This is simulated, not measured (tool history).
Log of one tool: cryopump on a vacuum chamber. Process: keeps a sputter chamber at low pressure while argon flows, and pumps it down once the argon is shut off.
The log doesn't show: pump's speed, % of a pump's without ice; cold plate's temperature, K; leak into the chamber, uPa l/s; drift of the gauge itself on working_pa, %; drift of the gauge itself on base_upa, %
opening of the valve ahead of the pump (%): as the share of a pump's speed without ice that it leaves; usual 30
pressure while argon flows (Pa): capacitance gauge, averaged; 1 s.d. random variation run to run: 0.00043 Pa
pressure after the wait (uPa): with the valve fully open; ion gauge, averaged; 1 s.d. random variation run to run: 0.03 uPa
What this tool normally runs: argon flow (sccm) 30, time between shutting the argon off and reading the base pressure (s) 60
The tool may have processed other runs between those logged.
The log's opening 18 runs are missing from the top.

| run | day | argon flow (sccm) | time between shutting the argon off and reading the base pressure (s) | opening of the valve ahead of the pump (%) | hours of work since the pump was warmed up and emptied | hours of work since the cold head was overhauled | hours of work since the chamber's fittings were tightened | pressure while argon flows (Pa) | pressure after the wait (uPa) |
|---|---|---|---|---|---|---|---|---|---|
| 19 | 15.812 | 30 | 124 | 30 | 499 | 1398 | 2277 | 0.1300 | 1.95 |
| 20 | 16.579 | 30 | 124 | 30 | 515 | 1413 | 2292 | 0.1297 | 2.01 |
| 21 | 17.321 | 29 | 39 | 49 | 530 | 1428 | 2307 | 0.0787 | 3.41 |
| 22 | 18.421 | 30 | 60 | 19 | 552 | 1450 | 2329 | 0.2047 | 2.71 |
| 23 | 19.229 | 30 | 94 | 30 | 568 | 1467 | 2346 | 0.1305 | 2.24 |
| 24 | 20.600 | 30 | 25 | 48 | 596 | 1494 | 2373 | 0.0829 | 4.48 |
| 25 | 21.712 | 49 | 60 | 30 | 618 | 1517 | 2395 | 0.2144 | 2.60 |
| 26 | 22.317 | 19 | 33 | 30 | 630 | 1529 | 2408 | 0.0828 | 3.65 |
| 27 | 23.342 | 26 | 60 | 22 | 651 | 1549 | 2428 | 0.1532 | 2.76 |
| 28 | 24.567 | 14 | 60 | 22 | 675 | 1574 | 2453 | 0.0829 | 2.75 |
| 29 | 25.638 | 14 | 60 | 22 | 697 | 1596 | 2474 | 0.0822 | 2.83 |
| 30 | 26.517 | 14 | 60 | 22 | 715 | 1613 | 2492 | 0.0832 | 2.82 |
| 31 | 27.400 | 14 | 60 | 22 | 732 | 1631 | 2510 | 0.0827 | 2.78 |
| 32 | 28.233 | 46 | 71 | 30 | 749 | 1648 | 2527 | 0.2023 | 2.62 |
| 33 | 29.438 | 16 | 71 | 26 | 773 | 1672 | 2551 | 0.0801 | 2.61 |
| 34 | 30.696 | 16 | 71 | 26 | 799 | 1697 | 2576 | 0.0802 | 2.60 |
| 35 | 31.388 | 16 | 71 | 26 | 813 | 1711 | 2590 | 0.0811 | 2.70 |

Here are 3 independent what-if runs from the current tool condition. What would each one return?
| A | 32.454 | 27 | 60 | 58 | 834 | 1733 | 2611 | ? | ? |
| B | 32.454 | 16 | 60 | 26 | 834 | 1733 | 2611 | ? | ? |
| C | 32.454 | 15 | 43 | 26 | 834 | 1733 | 2611 | ? | ? |

| run | pressure while argon flows (Pa) | pressure after the wait (uPa) |
|---|---|---|
| A | 0.0639 | 2.84 |
| B | 0.0811 | 2.82 |
| C | 0.0760 | 3.31 |
Stripped of hidden state, with their random variation kept, the same runs would have yielded:
| run | pressure while argon flows (Pa) | pressure after the wait (uPa) |
|---|---|---|
| A | 0.0585 | 1.49 |
| B | 0.0779 | 1.49 |
| C | 0.0730 | 2.00 |
